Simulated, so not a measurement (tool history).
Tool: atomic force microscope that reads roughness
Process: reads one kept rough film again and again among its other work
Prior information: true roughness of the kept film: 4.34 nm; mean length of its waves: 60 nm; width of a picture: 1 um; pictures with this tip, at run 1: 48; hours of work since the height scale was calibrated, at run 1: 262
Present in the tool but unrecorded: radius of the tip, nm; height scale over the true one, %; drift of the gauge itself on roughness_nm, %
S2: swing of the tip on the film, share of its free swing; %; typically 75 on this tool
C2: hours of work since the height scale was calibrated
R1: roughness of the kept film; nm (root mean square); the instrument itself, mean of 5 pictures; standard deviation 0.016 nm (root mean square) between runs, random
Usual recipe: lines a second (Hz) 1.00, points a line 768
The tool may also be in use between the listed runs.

{"run": 1, "hour": 0.0, "lines a second (Hz)": 1.0, "S2": 75, "points a line": 768, "pictures with this tip": 48, "C2": 262, "R1": 3.699}
{"hour": 10.7, "done": "new tip fitted"}
{"run": 2, "hour": 16.3, "lines a second (Hz)": 1.0, "S2": 75, "points a line": 768, "pictures with this tip": 14, "C2": 274, "R1": 3.838}
{"run": 3, "hour": 31.0, "lines a second (Hz)": 1.0, "S2": 75, "points a line": 768, "pictures with this tip": 51, "C2": 286, "R1": 3.698}
{"hour": 41.1, "done": "new tip fitted"}
{"run": 4, "hour": 42.6, "lines a second (Hz)": 1.0, "S2": 75, "points a line": 768, "pictures with this tip": 4, "C2": 295, "R1": 3.889}
{"run": 5, "hour": 62.2, "lines a second (Hz)": 1.0, "S2": 75, "points a line": 826, "pictures with this tip": 53, "C2": 310, "R1": 3.7}
{"hour": 70.9, "done": "new tip fitted"}
{"run": 6, "hour": 81.5, "lines a second (Hz)": 1.0, "S2": 79, "points a line": 826, "pictures with this tip": 26, "C2": 325, "R1": 3.758}
{"run": 7, "hour": 91.3, "lines a second (Hz)": 1.0, "S2": 79, "points a line": 299, "pictures with this tip": 51, "C2": 333, "R1": 3.662}
{"hour": 100.7, "done": "new tip fitted"}
{"run": 8, "hour": 113.2, "lines a second (Hz)": 1.0, "S2": 75, "points a line": 768, "pictures with this tip": 31, "C2": 349, "R1": 3.742}
{"run": 9, "hour": 126.8, "lines a second (Hz)": 1.0, "S2": 75, "points a line": 768, "pictures with this tip": 64, "C2": 360, "R1": 3.638}
{"hour": 132.6, "done": "new tip fitted"}
{"run": 10, "hour": 149.6, "lines a second (Hz)": 1.0, "S2": 75, "points a line": 768, "pictures with this tip": 42, "C2": 378, "R1": 3.756}
{"hour": 163.0, "done": "new tip fitted"}
{"run": 11, "hour": 166.7, "lines a second (Hz)": 1.0, "S2": 75, "points a line": 768, "pictures with this tip": 9, "C2": 391, "R1": 3.845}
{"run": 12, "hour": 183.1, "lines a second (Hz)": 1.0, "S2": 75, "points a line": 768, "pictures with this tip": 49, "C2": 404, "R1": 3.71}
{"hour": 193.9, "done": "new tip fitted"}
{"run": 13, "hour": 195.9, "lines a second (Hz)": 1.0, "S2": 75, "points a line": 768, "pictures with this tip": 5, "C2": 413, "R1": 3.892}
{"run": 14, "hour": 217.4, "lines a second (Hz)": 1.0, "S2": 75, "points a line": 768, "pictures with this tip": 58, "C2": 430, "R1": 3.652}
{"hour": 224.1, "done": "new tip fitted"}
{"run": 15, "hour": 227.8, "lines a second (Hz)": 1.0, "S2": 75, "points a line": 768, "pictures with this tip": 9, "C2": 438, "R1": 3.824}
{"run": 16, "hour": 239.9, "lines a second (Hz)": 1.0, "S2": 75, "points a line": 768, "pictures with this tip": 39, "C2": 448, "R1": 3.731}
{"hour": 254.9, "done": "new tip fitted"}
{"run": 17, "hour": 258.9, "lines a second (Hz)": 1.0, "S2": 75, "points a line": 768, "pictures with this tip": 10, "C2": 462, "R1": 3.836}
{"run": 18, "hour": 279.2, "lines a second (Hz)": 1.0, "S2": 75, "points a line": 768, "pictures with this tip": 60, "C2": 478, "R1": 3.631}
{"hour": 285.7, "done": "new tip fitted"}
{"run": 19, "hour": 292.3, "lines a second (Hz)": 1.0, "S2": 75, "points a line": 768, "pictures with this tip": 16, "C2": 488, "R1": 3.841}
{"hour": 316.0, "done": "new tip fitted"}
{"run": 20, "hour": 316.4, "lines a second (Hz)": 1.0, "S2": 75, "points a line": 768, "pictures with this tip": 1, "C2": 507, "R1": 3.878}
{"run": 21, "hour": 331.3, "lines a second (Hz)": 0.63, "S2": 58, "points a line": 432, "pictures with this tip": 38, "C2": 519, "R1": 3.949}
{"hour": 346.0, "done": "new tip fitted"}
{"run": 22, "hour": 348.5, "lines a second (Hz)": 0.95, "S2": 84, "points a line": 528, "pictures with this tip": 6, "C2": 532, "R1": 3.752}
{"run": 23, "hour": 360.8, "lines a second (Hz)": 1.0, "S2": 78, "points a line": 427, "pictures with this tip": 37, "C2": 541, "R1": 3.711}
{"run": 24, "hour": 374.4, "lines a second (Hz)": 1.0, "S2": 75, "points a line": 341, "pictures with this tip": 70, "C2": 552, "R1": 3.633}
{"hour": 375.9, "done": "new tip fitted"}
{"run": 25, "hour": 392.8, "lines a second (Hz)": 1.0, "S2": 74, "points a line": 629, "pictures with this tip": 42, "C2": 566, "R1": 3.707}
{"hour": 406.3, "done": "new tip fitted"}
{"run": 26, "hour": 410.6, "lines a second (Hz)": 0.58, "S2": 86, "points a line": 545, "pictures with this tip": 10, "C2": 580, "R1": 3.865}
{"run": 27, "hour": 433.2, "lines a second (Hz)": 0.58, "S2": 86, "points a line": 545, "pictures with this tip": 67, "C2": 598, "R1": 3.666}
{"hour": 437.3, "done": "new tip fitted"}
{"run": 28, "hour": 456.0, "lines a second (Hz)": 1.04, "S2": 56, "points a line": 423, "pictures with this tip": 47, "C2": 615, "R1": 3.844}
{"run": 29, "hour": 465.8, "lines a second (Hz)": 1.04, "S2": 56, "points a line": 423, "pictures with this tip": 71, "C2": 623, "R1": 3.749}
{"hour": 467.9, "done": "new tip fitted"}
{"run": 30, "hour": 484.6, "lines a second (Hz)": 1.0, "S2": 67, "points a line": 768, "pictures with this tip": 41, "C2": 637, "R1": 3.813}
{"hour": 497.9, "done": "new tip fitted"}
{"run": 31, "hour": 500.3, "lines a second (Hz)": 2.35, "S2": 63, "points a line": 902, "pictures with this tip": 6, "C2": 649, "R1": 3.826}
{"run": 32, "hour": 524.4, "lines a second (Hz)": 1.0, "S2": 75, "points a line": 851, "pictures with this tip": 66, "C2": 668, "R1": 3.641}
{"hour": 528.3, "done": "new tip fitted"}
{"run": 33, "hour": 540.3, "lines a second (Hz)": 1.0, "S2": 75, "points a line": 851, "pictures with this tip": 30, "C2": 681, "R1": 3.769}
{"hour": 559.5, "done": "new tip fitted"}
{"run": 34, "hour": 560.0, "lines a second (Hz)": 3.86, "S2": 62, "points a line": 360, "pictures with this tip": 2, "C2": 696, "R1": 3.71}
{"run": 35, "hour": 569.7, "lines a second (Hz)": 1.16, "S2": 79, "points a line": 360, "pictures with this tip": 26, "C2": 703, "R1": 3.682}
{"hour": 589.4, "done": "new tip fitted"}
{"run": 36, "hour": 594.4, "lines a second (Hz)": 1.0, "S2": 75, "points a line": 571, "pictures with this tip": 13, "C2": 722, "R1": 3.852}
{"run": 37, "hour": 605.2, "lines a second (Hz)": 2.1, "S2": 75, "points a line": 547, "pictures with this tip": 40, "C2": 731, "R1": 3.499}

Take each entry between the runs: how does the hidden state at the last listed run before it differ from the hidden state at the first listed run after it?
Run 1 -> run 2: new tip fitted (hour 10.7)
  radius of the tip, nm: 22.1 -> 13.8
  measured minus no-state result, R1: -0.200 -> -0.064 nm (root mean square)
Run 3 -> run 4: new tip fitted (hour 41.1)
  radius of the tip, nm: 22.5 -> 10.9
  measured minus no-state result, R1: -0.208 -> -0.014 nm (root mean square)
Run 5 -> run 6: new tip fitted (hour 70.9)
  radius of the tip, nm: 21.8 -> 16.2; height scale over the true one, %: 0.06 -> 0.05
  measured minus no-state result, R1: -0.195 -> -0.104 nm (root mean square)
Run 7 -> run 8: new tip fitted (hour 100.7)
  radius of the tip, nm: 21.7 -> 17.2; height scale over the true one, %: 0.05 -> 0.04
  measured minus no-state result, R1: -0.194 -> -0.122 nm (root mean square)
Run 9 -> run 10: new tip fitted (hour 132.6)
  radius of the tip, nm: 24.8 -> 19.4; height scale over the true one, %: 0.04 -> 0.03
  measured minus no-state result, R1: -0.243 -> -0.159 nm (root mean square)
Run 10 -> run 11: new tip fitted (hour 163.0)
  radius of the tip, nm: 19.4 -> 12.8; height scale over the true one, %: 0.03 -> 0.02
  measured minus no-state result, R1: -0.159 -> -0.049 nm (root mean square)
Run 12 -> run 13: new tip fitted (hour 193.9)
  radius of the tip, nm: 21.3 -> 12; height scale over the true one, %: 0.02 -> 0.01
  measured minus no-state result, R1: -0.190 -> -0.036 nm (root mean square)
Run 14 -> run 15: new tip fitted (hour 224.1)
  radius of the tip, nm: 24.4 -> 13
  measured minus no-state result, R1: -0.238 -> -0.052 nm (root mean square)
Run 16 -> run 17: new tip fitted (hour 254.9)
  radius of the tip, nm: 19.4 -> 13.3; height scale over the true one, %: 0 -> -0.01
  measured minus no-state result, R1: -0.159 -> -0.057 nm (root mean square)
Run 18 -> run 19: new tip fitted (hour 285.7)
  radius of the tip, nm: 25.1 -> 14
  measured minus no-state result, R1: -0.251 -> -0.071 nm (root mean square)
Run 19 -> run 20: new tip fitted (hour 316.0)
  radius of the tip, nm: 14 -> 10.3; height scale over the true one, %: -0.02 -> -0.03
  measured minus no-state result, R1: -0.071 -> -0.007 nm (root mean square)
Run 21 -> run 22: new tip fitted (hour 346.0)
  radius of the tip, nm: 18.5 -> 11.9
  measured minus no-state result, R1: -0.154 -> -0.035 nm (root mean square)
Run 24 -> run 25: new tip fitted (hour 375.9)
  radius of the tip, nm: 26.5 -> 20.7; height scale over the true one, %: -0.05 -> -0.06
  measured minus no-state result, R1: -0.274 -> -0.183 nm (root mean square)
Run 25 -> run 26: new tip fitted (hour 406.3)
  radius of the tip, nm: 20.7 -> 11.9; height scale over the true one, %: -0.06 -> -0.07
  measured minus no-state result, R1: -0.183 -> -0.037 nm (root mean square)
Run 27 -> run 28: new tip fitted (hour 437.3)
  radius of the tip, nm: 24.3 -> 21
  measured minus no-state result, R1: -0.240 -> -0.195 nm (root mean square)
Run 29 -> run 30: new tip fitted (hour 467.9)
  radius of the tip, nm: 27 -> 19.2
  measured minus no-state result, R1: -0.293 -> -0.163 nm (root mean square)
Run 30 -> run 31: new tip fitted (hour 497.9)
  radius of the tip, nm: 19.2 -> 12.3; height scale over the true one, %: -0.09 -> -0.1
  measured minus no-state result, R1: -0.163 -> -0.044 nm (root mean square)
Run 32 -> run 33: new tip fitted (hour 528.3)
  radius of the tip, nm: 25.3 -> 17.2; height scale over the true one, %: -0.11 -> -0.12
  measured minus no-state result, R1: -0.258 -> -0.128 nm (root mean square)
Run 33 -> run 34: new tip fitted (hour 559.5)
  radius of the tip, nm: 17.2 -> 10.6
  measured minus no-state result, R1: -0.128 -> -0.014 nm (root mean square)
Run 35 -> run 36: new tip fitted (hour 589.4)
  radius of the tip, nm: 16.1 -> 12.8; height scale over the true one, %: -0.13 -> -0.14
  measured minus no-state result, R1: -0.108 -> -0.056 nm (root mean square)
